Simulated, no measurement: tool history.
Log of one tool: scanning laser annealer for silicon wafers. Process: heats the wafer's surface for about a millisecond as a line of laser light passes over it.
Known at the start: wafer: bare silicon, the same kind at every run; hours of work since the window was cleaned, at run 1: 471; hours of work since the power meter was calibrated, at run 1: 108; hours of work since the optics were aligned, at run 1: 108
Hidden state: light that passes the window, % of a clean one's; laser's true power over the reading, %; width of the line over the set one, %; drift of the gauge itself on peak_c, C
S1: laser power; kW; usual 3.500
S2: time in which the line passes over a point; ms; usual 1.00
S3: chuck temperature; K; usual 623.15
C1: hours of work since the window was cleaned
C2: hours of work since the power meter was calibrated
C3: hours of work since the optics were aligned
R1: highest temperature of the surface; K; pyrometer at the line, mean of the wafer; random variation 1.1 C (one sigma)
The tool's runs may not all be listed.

run	hour	S1	S2	S3	C1	C2	C3	R1
1	0.0	3.500	1.00	623.15	471	108	108	1356.15
2	17.8	3.500	1.00	623.15	483	119	119	1353.15
3	40.5	3.299	1.00	623.15	498	134	134	1303.15
4	65.5	3.299	1.00	623.15	514	151	151	1304.15
5	94.1	3.299	1.00	623.15	533	169	169	1303.15
6	111.7	3.299	1.23	623.15	544	181	181	1375.15
7	140.7	3.500	0.83	623.15	563	200	200	1292.15
8	152.7	3.500	0.83	623.15	571	208	208	1293.15
9	171.0	3.443	1.00	623.15	583	220	220	1339.15
10	197.3	3.500	0.80	623.15	600	237	237	1280.15
11	213.3	3.526	0.80	623.15	611	247	247	1287.15
12	241.5	3.526	0.80	623.15	629	266	266	1286.15
13	256.6	3.526	0.80	623.15	639	276	276	1285.15
14	270.6	3.500	1.00	662.15	648	285	285	1396.15
15	296.5	3.500	1.22	623.15	665	302	302	1428.15
16	316.1	3.238	1.00	623.15	678	315	315	1288.15
17	344.8	3.238	1.00	623.15	697	333	333	1288.15
18	365.5	3.238	1.00	623.15	710	347	347	1289.15
19	386.1	3.238	1.00	623.15	724	360	360	1286.15
20	404.6	3.389	1.00	587.15	736	372	372	1290.15
21	426.1	3.389	1.00	587.15	750	386	386	1289.15
22	455.4	3.389	1.00	587.15	769	406	406	1291.15
23	477.3	3.712	0.71	661.15	783	420	420	1331.15
24	504.8	3.712	0.71	661.15	801	438	438	1328.15
25	534.3	3.673	1.24	623.15	821	457	457	1486.15
26	551.8	3.320	1.20	652.15	832	469	469	1402.15
27	574.1	3.823	1.20	624.15	847	483	483	1518.15
28	600.2	3.823	1.20	624.15	864	500	500	1516.15
# hour 617.5: window over the wafer cleaned
29	631.5	3.620	1.00	646.15	9	520	520	1410.15
30	656.1	3.500	0.99	635.15	25	536	536	1364.15
31	678.8	3.500	1.00	585.15	40	551	551	1318.15
32	699.4	3.273	0.80	631.15	54	564	564	1237.15
33	712.1	3.779	0.88	640.15	62	572	572	1398.15
34	732.2	3.227	1.00	600.15	75	585	585	1262.15
35	759.9	3.500	0.76	632.15	93	604	604	1273.15
36	772.4	3.635	0.88	584.15	101	612	612	1306.15
37	799.1	3.635	0.88	584.15	119	629	629	1307.15
38	817.7	3.635	0.88	584.15	131	641	641	1306.15

Forecast each of these 3 alternatives for the next run:
A	835.1	3.442	1.00	623.15	142	653	653	?
B	835.1	3.176	1.00	623.15	142	653	653	?
C	835.1	3.553	0.88	584.15	142	653	653	?

run	R1
A	1340.15
B	1274.15
C	1285.15
Without the tool's hidden state the same runs would have given:
run	R1
A	1340.15
B	1274.15
C	1285.15

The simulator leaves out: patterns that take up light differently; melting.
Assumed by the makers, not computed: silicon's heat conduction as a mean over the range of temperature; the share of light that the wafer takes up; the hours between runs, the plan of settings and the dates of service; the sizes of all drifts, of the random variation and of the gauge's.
